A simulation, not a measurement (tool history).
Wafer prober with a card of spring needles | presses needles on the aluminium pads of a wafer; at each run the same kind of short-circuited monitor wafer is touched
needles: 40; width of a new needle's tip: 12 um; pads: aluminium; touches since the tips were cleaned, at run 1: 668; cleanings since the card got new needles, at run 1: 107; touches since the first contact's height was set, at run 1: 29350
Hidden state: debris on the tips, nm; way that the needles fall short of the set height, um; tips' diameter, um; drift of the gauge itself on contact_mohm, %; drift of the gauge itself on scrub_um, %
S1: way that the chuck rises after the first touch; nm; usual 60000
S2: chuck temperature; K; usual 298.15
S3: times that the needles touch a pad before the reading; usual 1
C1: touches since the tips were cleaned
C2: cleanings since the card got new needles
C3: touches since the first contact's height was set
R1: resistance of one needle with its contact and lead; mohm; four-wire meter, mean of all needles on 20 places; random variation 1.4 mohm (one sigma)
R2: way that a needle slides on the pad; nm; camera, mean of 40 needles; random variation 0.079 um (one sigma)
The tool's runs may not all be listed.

Run 1, hour 0.0: usual settings; C1 668; C2 107; C3 29350. Result: R1 131 mohm, R2 12750 nm.
At hour 4.1: tips cleaned on abrasive film.
At hour 10.7: tips cleaned on abrasive film.
At hour 17.1: tips cleaned on abrasive film.
Run 2, hour 17.9: usual settings; C1 257; C2 110; C3 34665. Result: R1 123 mohm, R2 12680 nm.
At hour 23.3: tips cleaned on abrasive film.
At hour 29.2: tips cleaned on abrasive film.
Run 3, hour 30.0: usual settings; C1 257; C2 112; C3 38244. Result: R1 124 mohm, R2 12660 nm.
At hour 35.2: tips cleaned on abrasive film.
At hour 41.9: tips cleaned on abrasive film.
Run 4, hour 43.3: usual settings but S2 320.15 K; C1 425; C2 114; C3 42187. Result: R1 130 mohm, R2 12560 nm.
At hour 48.3: tips cleaned on abrasive film.
At hour 54.6: tips cleaned on abrasive film.
At hour 60.7: tips cleaned on abrasive film.
Run 5, hour 61.6: usual settings but S2 320.15 K; C1 266; C2 117; C3 47625. Result: R1 125 mohm, R2 12510 nm.
At hour 66.8: tips cleaned on abrasive film.
At hour 73.4: tips cleaned on abrasive film.
Run 6, hour 78.6: usual settings but S2 320.15 K; C1 1556; C2 119; C3 52684. Result: R1 150 mohm, R2 12530 nm.
At hour 80.1: tips cleaned on abrasive film.
At hour 86.0: tips cleaned on abrasive film.
At hour 92.6: tips cleaned on abrasive film.
Run 7, hour 96.4: usual settings but S2 320.15 K; C1 1154; C2 122; C3 57959. Result: R1 146 mohm, R2 12550 nm.
At hour 99.1: tips cleaned on abrasive film.
At hour 105.7: tips cleaned on abrasive film.
Run 8, hour 109.2: usual settings but S2 320.15 K; C1 1052; C2 124; C3 61763. Result: R1 145 mohm, R2 12470 nm.
At hour 112.0: tips cleaned on abrasive film.
At hour 118.4: tips cleaned on abrasive film.
Run 9, hour 118.4: usual settings but S2 320.15 K; C1 0; C2 126; C3 64481. Result: R1 123 mohm, R2 12360 nm.
At hour 124.8: tips cleaned on abrasive film.
At hour 131.4: tips cleaned on abrasive film.
Run 10, hour 134.5: usual settings; C1 923; C2 128; C3 69251. Result: R1 141 mohm, R2 12280 nm.
At hour 137.8: tips cleaned on abrasive film.
At hour 144.5: tips cleaned on abrasive film.
Run 11, hour 147.1: usual settings but S1 58000 nm; C1 792; C2 130; C3 73003. Result: R1 140 mohm, R2 11830 nm.
At hour 150.9: tips cleaned on abrasive film.
Run 12, hour 156.3: usual settings but S1 58000 nm; C1 1608; C2 131; C3 75728. Result: R1 155 mohm, R2 11920 nm.
At hour 157.4: tips cleaned on abrasive film.
At hour 163.3: tips cleaned on abrasive film.
At hour 170.2: tips cleaned on abrasive film.
Run 13, hour 170.3: usual settings but S1 55000 nm; C1 34; C2 134; C3 79880. Result: R1 125 mohm, R2 11210 nm.
At hour 176.3: tips cleaned on abrasive film.
At hour 182.3: tips cleaned on abrasive film.
Run 14, hour 185.4: usual settings but S1 55000 nm; C1 934; C2 136; C3 84368. Result: R1 143 mohm, R2 11030 nm.
At hour 189.4: tips cleaned on abrasive film.
At hour 195.6: tips cleaned on abrasive film.
Run 15, hour 196.4: usual settings but S1 79000 nm; C1 219; C2 138; C3 87612. Result: R1 120 mohm, R2 16280 nm.
At hour 202.5: tips cleaned on abrasive film.
At hour 208.7: tips cleaned on abrasive film.
Run 16, hour 214.3: usual settings but S1 72000 nm, S2 308.15 K, S3 2; C1 1687; C2 140; C3 92960. Result: R1 130 mohm, R2 14660 nm.
At hour 215.6: tips cleaned on abrasive film.
At hour 215.9: height of the first contact set anew.
At hour 222.5: tips cleaned on abrasive film.
At hour 229.2: tips cleaned on abrasive film.
Run 17, hour 230.5: usual settings but S1 56000 nm, S2 326.15 K, S3 2; C1 389; C2 143; C3 4336. Result: R1 128 mohm, R2 10910 nm.
At hour 235.3: tips cleaned on abrasive film.
Run 18, hour 240.6: usual settings but S1 72000 nm, S2 322.15 K, S3 2; C1 1573; C2 144; C3 7331. Result: R1 137 mohm, R2 14480 nm.
At hour 241.6: tips cleaned on abrasive film.
At hour 248.2: tips cleaned on abrasive film.
At hour 254.8: tips cleaned on abrasive film.
Run 19, hour 257.7: usual settings but S1 41000 nm, S2 299.15 K, S3 3; C1 890; C2 147; C3 12421. Result: R1 142 mohm, R2 7660 nm.
At hour 260.6: tips cleaned on abrasive film.
At hour 267.2: tips cleaned on abrasive film.
At hour 273.6: tips cleaned on abrasive film.
At hour 275.3: height of the first contact set anew, once more.
Run 20, hour 275.4: usual settings but S1 55000 nm, S2 299.15 K, S3 3; C1 467; C2 150; C3 45. Result: R1 123 mohm, R2 11920 nm.
At hour 280.6: tips cleaned on abrasive film.
At hour 287.2: tips cleaned on abrasive film.
At hour 292.9: tips cleaned on abrasive film.
Run 21, hour 292.9: usual settings but S1 55000 nm, S2 299.15 K, S3 3; C1 0; C2 153; C3 5238. Result: R1 119 mohm, R2 11900 nm.
At hour 299.5: tips cleaned on abrasive film.
At hour 305.5: tips cleaned on abrasive film.
At hour 311.5: tips cleaned on abrasive film.
Run 22, hour 312.0: usual settings but S1 55000 nm, S2 324.15 K, S3 3; C1 147; C2 156; C3 10887. Result: R1 123 mohm, R2 11910 nm.
At hour 318.3: tips cleaned on abrasive film.
Run 23, hour 323.4: usual settings but S1 44000 nm, S2 304.15 K, S3 3; C1 1540; C2 157; C3 14296. Result: R1 141 mohm, R2 9370 nm.
At hour 324.3: tips cleaned on abrasive film.
At hour 331.0: tips cleaned on abrasive film.
Run 24, hour 335.2: usual settings but S1 73000 nm, S2 337.15 K, S3 3; C1 1250; C2 159; C3 17791. Result: R1 126 mohm, R2 15640 nm.
At hour 337.9: tips cleaned on abrasive film.
Run 25, hour 343.3: usual settings but S1 73000 nm, S2 337.15 K, S3 3; C1 1622; C2 160; C3 20197. Result: R1 129 mohm, R2 15590 nm.
At hour 344.8: tips cleaned on abrasive film.
At hour 351.1: tips cleaned on abrasive film.
Run 26, hour 352.1: usual settings but S1 59000 nm, S2 309.15 K, S3 2; C1 299; C2 162; C3 22811. Result: R1 125 mohm, R2 12610 nm.
At hour 357.7: tips cleaned on abrasive film.
At hour 364.2: tips cleaned on abrasive film.
Run 27, hour 367.8: usual settings but S1 59000 nm, S2 309.15 K; C1 1083; C2 164; C3 27458. Result: R1 143 mohm, R2 12590 nm.
At hour 370.3: tips cleaned on abrasive film.
At hour 376.5: tips cleaned on abrasive film.
Run 28, hour 379.0: usual settings but S1 59000 nm, S2 309.15 K, S3 2; C1 770; C2 166; C3 30796. Result: R1 129 mohm, R2 12630 nm.
At hour 382.7: tips cleaned on abrasive film.
At hour 389.4: tips cleaned on abrasive film.
At hour 395.6: tips cleaned on abrasive film.
Run 29, hour 397.1: usual settings but S1 44000 nm, S2 377.15 K; C1 478; C2 169; C3 36165. Result: R1 155 mohm, R2 9150 nm.

Forecast each of these 5 alternatives for the next run:
At hour 401.9: tips cleaned on abrasive film.
Run A, hour 405.8: usual settings but S1 66000 nm; C1 1184; C2 170; C3 38760. Result: R1 ?, R2 ?.
At hour 401.9: tips cleaned on abrasive film.
Run B, hour 405.8: usual settings but S1 54000 nm, S2 327.15 K, S3 2; C1 1184; C2 170; C3 38760. Result: R1 ?, R2 ?.
At hour 401.9: tips cleaned on abrasive film.
Run C, hour 405.8: usual settings but S1 64000 nm, S2 314.15 K, S3 2; C1 1184; C2 170; C3 38760. Result: R1 ?, R2 ?.
At hour 401.9: tips cleaned on abrasive film.
Run D, hour 405.8: usual settings but S1 44000 nm, S2 328.15 K, S3 3; C1 1184; C2 170; C3 38760. Result: R1 ?, R2 ?.
At hour 401.9: tips cleaned on abrasive film.
Run E, hour 405.8: usual settings; C1 1184; C2 170; C3 38760. Result: R1 ?, R2 ?.

run   R1     R2
  A  140  13900
  B  143  11240
  C  137  13560
  D  143   9110
  E  145  12640
Without the tool's hidden state the same runs would have given:
run   R1     R2
  A  116  14290
  B  121  11630
  C  122  13950
  D  123   9500
  E  116  13030

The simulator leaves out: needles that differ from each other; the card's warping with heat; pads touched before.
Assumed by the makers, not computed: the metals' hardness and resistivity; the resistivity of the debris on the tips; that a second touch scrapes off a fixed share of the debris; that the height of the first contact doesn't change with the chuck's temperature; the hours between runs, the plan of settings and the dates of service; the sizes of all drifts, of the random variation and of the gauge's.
